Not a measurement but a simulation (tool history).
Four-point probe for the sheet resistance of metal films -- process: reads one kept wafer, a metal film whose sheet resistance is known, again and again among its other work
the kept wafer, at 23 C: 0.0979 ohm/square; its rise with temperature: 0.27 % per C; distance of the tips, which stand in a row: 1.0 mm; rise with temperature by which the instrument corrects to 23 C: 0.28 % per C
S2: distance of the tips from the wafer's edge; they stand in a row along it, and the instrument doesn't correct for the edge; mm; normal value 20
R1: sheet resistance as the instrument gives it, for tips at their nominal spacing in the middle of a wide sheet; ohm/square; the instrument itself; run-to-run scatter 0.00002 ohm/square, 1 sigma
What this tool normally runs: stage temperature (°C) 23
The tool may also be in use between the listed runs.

Run 1, hour 0.0: usual settings. Result: R1 0.098458 ohm/square.
Run 2, hour 48.7: usual settings but S2 33 mm. Result: R1 0.098400 ohm/square.
Run 3, hour 85.1: usual settings but S2 33 mm. Result: R1 0.098357 ohm/square.
Run 4, hour 131.1: usual settings but stage temperature (°C) 20. Result: R1 0.098521 ohm/square.
Run 5, hour 188.5: usual settings. Result: R1 0.098506 ohm/square.
Run 6, hour 225.4: usual settings but stage temperature (°C) 33. Result: R1 0.098481 ohm/square.
Run 7, hour 287.9: usual settings but stage temperature (°C) 33. Result: R1 0.098483 ohm/square.
Run 8, hour 342.6: usual settings but stage temperature (°C) 33. Result: R1 0.098534 ohm/square.
Run 9, hour 399.4: usual settings but stage temperature (°C) 33. Result: R1 0.098554 ohm/square.
Run 10, hour 464.4: usual settings but stage temperature (°C) 33. Result: R1 0.098544 ohm/square.
Run 11, hour 516.6: usual settings but stage temperature (°C) 33. Result: R1 0.098556 ohm/square.
At hour 522.6: stage's thermometer calibrated.
Run 12, hour 554.0: usual settings but stage temperature (°C) 33. Result: R1 0.098615 ohm/square.
Run 13, hour 616.1: usual settings but stage temperature (°C) 33. Result: R1 0.098608 ohm/square.
Run 14, hour 645.6: usual settings but stage temperature (°C) 33. Result: R1 0.098618 ohm/square.
Run 15, hour 690.6: usual settings but stage temperature (°C) 24, S2 10 mm. Result: R1 0.099077 ohm/square.
Run 16, hour 747.8: usual settings but stage temperature (°C) 24, S2 10 mm. Result: R1 0.099084 ohm/square.
Run 17, hour 800.2: usual settings but stage temperature (°C) 24, S2 10 mm. Result: R1 0.099109 ohm/square.
At hour 821.5: stage's thermometer calibrated, once more.
Run 18, hour 830.4: usual settings but stage temperature (°C) 21, S2 38 mm. Result: R1 0.098652 ohm/square.
Run 19, hour 885.2: usual settings but stage temperature (°C) 21, S2 38 mm. Result: R1 0.098645 ohm/square.

Some steps in R1 between neighbouring runs. How much of each would the tool show without its hidden state too (settings, what came in, random variation), and how much is left for the hidden state, with any gauge scatter that isn't in both results?
The hidden state here: inner tips' distance over the nominal, %; tips' flats over new ones', %; wafer's true temperature over the reading, C; drift of the gauge itself on sheet_ohm, %.
Run 14 -> 15: stage temperature (°C) 33 -> 24, S2 20 -> 10. R1 +0.000459 ohm/square: hidden state +0.000020, all else +0.000439.
Run 17 -> 18: stage temperature (°C) 24 -> 21, S2 10 -> 38, stage's thermometer calibrated, once more. R1 -0.000457 ohm/square: hidden state -0.000036, all else -0.000421.
